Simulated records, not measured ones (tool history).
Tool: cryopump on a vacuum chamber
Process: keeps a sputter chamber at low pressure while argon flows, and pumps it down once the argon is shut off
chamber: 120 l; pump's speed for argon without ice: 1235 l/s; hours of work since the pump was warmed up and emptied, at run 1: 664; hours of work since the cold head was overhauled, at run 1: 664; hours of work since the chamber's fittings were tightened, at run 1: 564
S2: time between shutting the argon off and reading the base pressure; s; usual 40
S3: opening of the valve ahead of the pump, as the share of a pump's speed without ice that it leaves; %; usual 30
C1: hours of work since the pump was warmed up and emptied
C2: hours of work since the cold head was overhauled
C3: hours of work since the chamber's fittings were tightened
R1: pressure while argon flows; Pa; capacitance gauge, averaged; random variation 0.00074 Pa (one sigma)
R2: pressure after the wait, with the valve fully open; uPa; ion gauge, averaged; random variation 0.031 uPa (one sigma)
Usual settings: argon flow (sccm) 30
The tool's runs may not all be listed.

run 1 day=0 | argon_flow_(sccm)=30 S2=40 S3=30 | C1=664 C2=664 C3=564 | R1=0.141 R2=1.87
run 2 day=4.662 | argon_flow_(sccm)=27 S2=40 S3=30 | C1=757 C2=757 C3=657 | R1=0.1262 R2=1.95
run 3 day=8.729 | argon_flow_(sccm)=27 S2=40 S3=30 | C1=839 C2=839 C3=738 | R1=0.1272 R2=1.93
run 4 day=13.596 | argon_flow_(sccm)=27 S2=40 S3=30 | C1=936 C2=936 C3=836 | R1=0.1286 R2=2.07
run 5 day=17.133 | argon_flow_(sccm)=27 S2=40 S3=30 | C1=1007 C2=1007 C3=906 | R1=0.1293 R2=2.06
-- day=20.9 pump warmed up, emptied and cooled again
run 6 day=21.317 | argon_flow_(sccm)=27 S2=40 S3=30 | C1=8 C2=1086 C3=986 | R1=0.1233 R2=1.99
run 7 day=26.683 | argon_flow_(sccm)=27 S2=40 S3=30 | C1=116 C2=1194 C3=1093 | R1=0.1242 R2=2.06
run 8 day=30.121 | argon_flow_(sccm)=37 S2=40 S3=30 | C1=184 C2=1262 C3=1162 | R1=0.1705 R2=2.18
run 9 day=34.933 | argon_flow_(sccm)=30 S2=164 S3=30 | C1=281 C2=1359 C3=1258 | R1=0.1395 R2=1.2
run 10 day=37.812 | argon_flow_(sccm)=30 S2=40 S3=45 | C1=338 C2=1416 C3=1316 | R1=0.0948 R2=2.22
run 11 day=41.033 | argon_flow_(sccm)=30 S2=40 S3=45 | C1=403 C2=1481 C3=1380 | R1=0.0948 R2=2.2
run 12 day=45.346 | argon_flow_(sccm)=30 S2=40 S3=30 | C1=489 C2=1567 C3=1467 | R1=0.1405 R2=2.27
run 13 day=47.738 | argon_flow_(sccm)=30 S2=39 S3=30 | C1=537 C2=1615 C3=1514 | R1=0.1403 R2=2.39
run 14 day=51.4 | argon_flow_(sccm)=30 S2=39 S3=30 | C1=610 C2=1688 C3=1588 | R1=0.1397 R2=2.45
run 15 day=55.838 | argon_flow_(sccm)=34 S2=81 S3=30 | C1=699 C2=1777 C3=1676 | R1=0.1611 R2=1.8
run 16 day=60.858 | argon_flow_(sccm)=34 S2=81 S3=30 | C1=799 C2=1877 C3=1777 | R1=0.1619 R2=1.85
run 17 day=65.242 | argon_flow_(sccm)=16 S2=40 S3=28 | C1=887 C2=1965 C3=1864 | R1=0.0825 R2=2.62
run 18 day=68.071 | argon_flow_(sccm)=16 S2=149 S3=28 | C1=943 C2=2021 C3=1921 | R1=0.081 R2=1.65
run 19 day=73.342 | argon_flow_(sccm)=16 S2=149 S3=28 | C1=1049 C2=2127 C3=2026 | R1=0.082 R2=1.74
-- day=75.05 pump warmed up, emptied and cooled again
run 20 day=75.808 | argon_flow_(sccm)=16 S2=149 S3=28 | C1=15 C2=2172 C3=2072 | R1=0.0799 R2=1.6
run 21 day=81.283 | argon_flow_(sccm)=16 S2=149 S3=28 | C1=125 C2=2281 C3=2181 | R1=0.0797 R2=1.65
run 22 day=85.938 | argon_flow_(sccm)=52 S2=149 S3=46 | C1=218 C2=2375 C3=2274 | R1=0.1598 R2=1.65
run 23 day=91.367 | argon_flow_(sccm)=52 S2=91 S3=46 | C1=326 C2=2483 C3=2383 | R1=0.16 R2=1.94
run 24 day=96.675 | argon_flow_(sccm)=21 S2=67 S3=46 | C1=433 C2=2589 C3=2489 | R1=0.066 R2=2.29
run 25 day=99.95 | argon_flow_(sccm)=23 S2=27 S3=39 | C1=498 C2=2655 C3=2555 | R1=0.0836 R2=3.52
run 26 day=105.075 | argon_flow_(sccm)=27 S2=140 S3=33 | C1=600 C2=2757 C3=2657 | R1=0.1157 R2=2.05
run 27 day=110.525 | argon_flow_(sccm)=20 S2=40 S3=30 | C1=710 C2=2866 C3=2766 | R1=0.0942 R2=3.05
run 28 day=113.871 | argon_flow_(sccm)=36 S2=80 S3=42 | C1=776 C2=2933 C3=2833 | R1=0.1249 R2=2.4

How the hidden state differs across the entries between the runs, from the last listed run before each to the first after it:
Between runs 5 and 6: pump warmed up, emptied and cooled again (day 20.9)
  pump's speed, % of a pump's without ice: 86.9 -> 99.5; cold plate's temperature, K: 12.34 -> 12.36; leak into the chamber, uPa l/s: 833 -> 872
  measured less the result without the state, R1: +0.0058 -> +0.0005 Pa; R2: +0.53 -> +0.47 uPa
Between runs 19 and 20: pump warmed up, emptied and cooled again (day 75.05)
  pump's speed, % of a pump's without ice: 86.9 -> 98.7; cold plate's temperature, K: 12.61 -> 12.62; leak into the chamber, uPa l/s: 1449 -> 1475
  measured less the result without the state, R1: +0.0036 -> +0.0006 Pa; R2: +1.15 -> +0.98 uPa

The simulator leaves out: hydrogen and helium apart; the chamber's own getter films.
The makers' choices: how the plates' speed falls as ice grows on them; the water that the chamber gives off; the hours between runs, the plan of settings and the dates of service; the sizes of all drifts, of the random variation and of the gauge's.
